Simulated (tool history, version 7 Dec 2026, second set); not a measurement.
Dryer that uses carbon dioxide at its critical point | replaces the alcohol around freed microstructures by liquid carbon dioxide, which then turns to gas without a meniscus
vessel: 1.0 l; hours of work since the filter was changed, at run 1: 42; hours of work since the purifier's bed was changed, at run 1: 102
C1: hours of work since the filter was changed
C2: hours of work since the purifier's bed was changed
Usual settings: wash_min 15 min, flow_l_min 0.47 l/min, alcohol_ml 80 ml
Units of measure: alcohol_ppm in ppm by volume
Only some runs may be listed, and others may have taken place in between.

Run 1, day 0: usual settings; C1 42; C2 102. Result: alcohol_ppm 251 ppm by volume.
Run 2, day 0.171: usual settings; C1 45; C2 104. Result: alcohol_ppm 254 ppm by volume.
Run 3, day 0.525: usual settings but alcohol_ml 107 ml; C1 50; C2 109. Result: alcohol_ppm 330 ppm by volume.
Run 4, day 0.721: usual settings but alcohol_ml 107 ml; C1 52; C2 112. Result: alcohol_ppm 342 ppm by volume.
Run 5, day 1.042: usual settings but alcohol_ml 107 ml; C1 57; C2 117. Result: alcohol_ppm 361 ppm by volume.
Run 6, day 1.288: usual settings but alcohol_ml 107 ml; C1 60; C2 120. Result: alcohol_ppm 366 ppm by volume.
Run 7, day 1.55: usual settings but wash_min 14 min, flow_l_min 0.344 l/min, alcohol_ml 83 ml; C1 64; C2 124. Result: alcohol_ppm 1748 ppm by volume.
Run 8, day 1.758: usual settings but wash_min 14 min, flow_l_min 0.535 l/min, alcohol_ml 32 ml; C1 67; C2 127. Result: alcohol_ppm 90 ppm by volume.
Run 9, day 1.933: usual settings but wash_min 21 min, flow_l_min 0.638 l/min, alcohol_ml 32 ml; C1 69; C2 129. Result: alcohol_ppm 32 ppm by volume.
Run 10, day 2.15: usual settings but wash_min 10 min, flow_l_min 0.713 l/min, alcohol_ml 36 ml; C1 73; C2 132. Result: alcohol_ppm 119 ppm by volume.
Run 11, day 2.488: usual settings but wash_min 10 min, flow_l_min 0.713 l/min, alcohol_ml 36 ml; C1 77; C2 137. Result: alcohol_ppm 126 ppm by volume.

Measured less the same run without the tool's hidden state. The same run-to-run variation is in both; the gauge's scatter may not be:
The hidden state here: flow that reaches the vessel past the clogged filter, %; alcohol in the recycled carbon dioxide, ppm; drift of the gauge itself on alcohol_ppm, %.
run  alcohol_ppm
  1          +61
  2          +64
  3          +86
  4          +95
  5         +105
  6         +110
  7         +370
  8          +40
  9          +18
 10          +52
 11          +54

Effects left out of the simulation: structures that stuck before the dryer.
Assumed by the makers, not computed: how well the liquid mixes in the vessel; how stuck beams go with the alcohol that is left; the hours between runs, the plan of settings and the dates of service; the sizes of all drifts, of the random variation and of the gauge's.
